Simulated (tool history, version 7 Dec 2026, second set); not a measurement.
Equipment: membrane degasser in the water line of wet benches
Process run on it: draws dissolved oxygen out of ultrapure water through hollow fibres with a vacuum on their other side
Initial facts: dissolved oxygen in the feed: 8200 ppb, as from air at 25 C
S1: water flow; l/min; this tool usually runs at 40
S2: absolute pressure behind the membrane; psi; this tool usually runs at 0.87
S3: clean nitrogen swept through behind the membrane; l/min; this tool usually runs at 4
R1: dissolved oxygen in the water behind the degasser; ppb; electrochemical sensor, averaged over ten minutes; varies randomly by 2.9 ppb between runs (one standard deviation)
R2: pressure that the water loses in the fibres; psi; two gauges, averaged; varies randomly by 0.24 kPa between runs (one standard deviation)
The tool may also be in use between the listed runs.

run 1 hour=0 | S1=40 S2=0.87 S3=4 | R1=289 R2=8.972
run 2 hour=92.5 | S1=46 S2=0.87 S3=4 | R1=371.3 R2=10.35
run 3 hour=136.1 | S1=46 S2=0.87 S3=4 | R1=370.8 R2=10.317
run 4 hour=235.6 | S1=46 S2=0.87 S3=4 | R1=369 R2=10.314
run 5 hour=297.5 | S1=40 S2=0.87 S3=4 | R1=293.2 R2=8.934
-- hour=367.4 vacuum gauge calibrated
run 6 hour=388.8 | S1=40 S2=0.87 S3=4 | R1=288 R2=9
run 7 hour=453.7 | S1=40 S2=0.87 S3=4 | R1=281.3 R2=9.042
run 8 hour=509.4 | S1=40 S2=0.87 S3=4 | R1=289.4 R2=9.016
run 9 hour=575.1 | S1=40 S2=0.87 S3=4 | R1=288.1 R2=8.966
run 10 hour=671.8 | S1=40 S2=0.87 S3=4 | R1=288.7 R2=8.985
run 11 hour=729.1 | S1=40 S2=0.87 S3=4 | R1=287.8 R2=8.988
run 12 hour=824.7 | S1=40 S2=0.87 S3=4 | R1=289.7 R2=8.981
run 13 hour=887.9 | S1=33 S2=0.87 S3=4 | R1=199.7 R2=7.503
run 14 hour=954.8 | S1=33 S2=0.87 S3=4 | R1=195.7 R2=7.401
run 15 hour=1037.7 | S1=33 S2=0.87 S3=4 | R1=200.9 R2=7.349
run 16 hour=1126.5 | S1=33 S2=0.87 S3=4 | R1=200.3 R2=7.382
run 17 hour=1198.2 | S1=33 S2=0.87 S3=4 | R1=198.5 R2=7.448
run 18 hour=1242 | S1=27 S2=1.388 S3=4 | R1=189.3 R2=6.094
run 19 hour=1283.7 | S1=38 S2=0.608 S3=2.66 | R1=230 R2=8.511
run 20 hour=1383.5 | S1=38 S2=0.608 S3=2.66 | R1=229.4 R2=8.544
run 21 hour=1435.2 | S1=41 S2=1.69 S3=2.86 | R1=483.7 R2=9.169
run 22 hour=1506.2 | S1=41 S2=1.69 S3=2.86 | R1=490.9 R2=9.184

What does the tool deliver on the next run?
run 23 hour=1559.3 | S1=49 S2=1.71 S3=2.86 | R1=? R2=?

R1: 640.9 ppb
R2: 11 psi
If the tool had no hidden condition, the same run with the same run-to-run variation would have returned R1 640.3 ppb, R2 10.994 psi.
